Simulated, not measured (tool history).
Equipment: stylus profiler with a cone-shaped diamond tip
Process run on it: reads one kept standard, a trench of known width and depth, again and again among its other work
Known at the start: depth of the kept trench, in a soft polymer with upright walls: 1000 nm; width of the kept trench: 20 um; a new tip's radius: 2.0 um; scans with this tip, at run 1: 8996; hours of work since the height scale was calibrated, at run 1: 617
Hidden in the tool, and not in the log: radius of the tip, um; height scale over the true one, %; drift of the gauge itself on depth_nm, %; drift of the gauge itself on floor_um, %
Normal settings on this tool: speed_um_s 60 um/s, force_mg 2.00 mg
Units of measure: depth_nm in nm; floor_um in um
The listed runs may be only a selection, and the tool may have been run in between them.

run	hour	speed_um_s	force_mg	scans with this tip	hours of work since the height scale was calibrated	depth_nm	floor_um
1	0.0	60	2.00	8996	617	1011.09	13.31
2	63.9	60	2.00	9686	664	1011.08	13.19
3	134.4	60	2.00	10448	717	1011.84	12.94
4	189.0	60	2.00	11038	757	1012.00	12.82
5	251.5	60	2.00	11713	803	1011.67	12.72
6	293.0	111	2.00	12162	834	1012.13	12.29
7	332.0	111	2.00	12584	863	1012.14	12.19
# hour 350.7: new tip fitted, height scale calibrated
8	393.8	111	2.00	466	32	1008.05	15.61
9	433.0	111	2.00	889	61	1008.32	15.42
10	491.6	111	2.00	1523	104	1007.92	15.19
11	529.4	111	2.00	1931	132	1008.31	15.10
12	562.8	60	2.00	2292	157	1008.87	15.30
13	600.0	91	2.00	2694	185	1008.60	14.97
14	644.9	16	1.30	3179	218	1006.79	15.29
15	720.0	17	5.20	3991	274	1016.42	15.09
16	760.9	17	5.20	4432	304	1016.42	15.00
17	807.2	77	2.44	4933	338	1010.40	14.45
18	863.7	77	2.44	5543	380	1011.00	14.30
19	908.5	170	2.44	6027	413	1010.78	13.67
20	968.2	132	2.47	6672	458	1010.86	13.67
21	1023.3	132	2.47	7268	498	1011.28	13.54
22	1081.0	19	0.69	7891	541	1005.19	13.86
23	1122.0	39	1.53	8335	572	1008.85	13.73
24	1179.1	39	1.53	8952	614	1008.84	13.56

Branching from run 24: 5 alternative next runs. What would each branch give?
A	1252.9	39	2.91	9749	669	?	?
B	1252.9	23	3.60	9749	669	?	?
C	1252.9	105	2.95	9749	669	?	?
D	1252.9	134	2.00	9749	669	?	?
E	1252.9	60	2.29	9749	669	?	?

run	depth_nm	floor_um
A	1013.16	13.49
B	1014.77	13.60
C	1012.71	13.13
D	1010.56	12.86
E	1010.67	13.38
What these runs would have given with no unlogged condition in the tool:
run	depth_nm	floor_um
A	1011.16	16.31
B	1012.77	16.43
C	1010.72	15.96
D	1008.57	15.69
E	1008.68	16.20

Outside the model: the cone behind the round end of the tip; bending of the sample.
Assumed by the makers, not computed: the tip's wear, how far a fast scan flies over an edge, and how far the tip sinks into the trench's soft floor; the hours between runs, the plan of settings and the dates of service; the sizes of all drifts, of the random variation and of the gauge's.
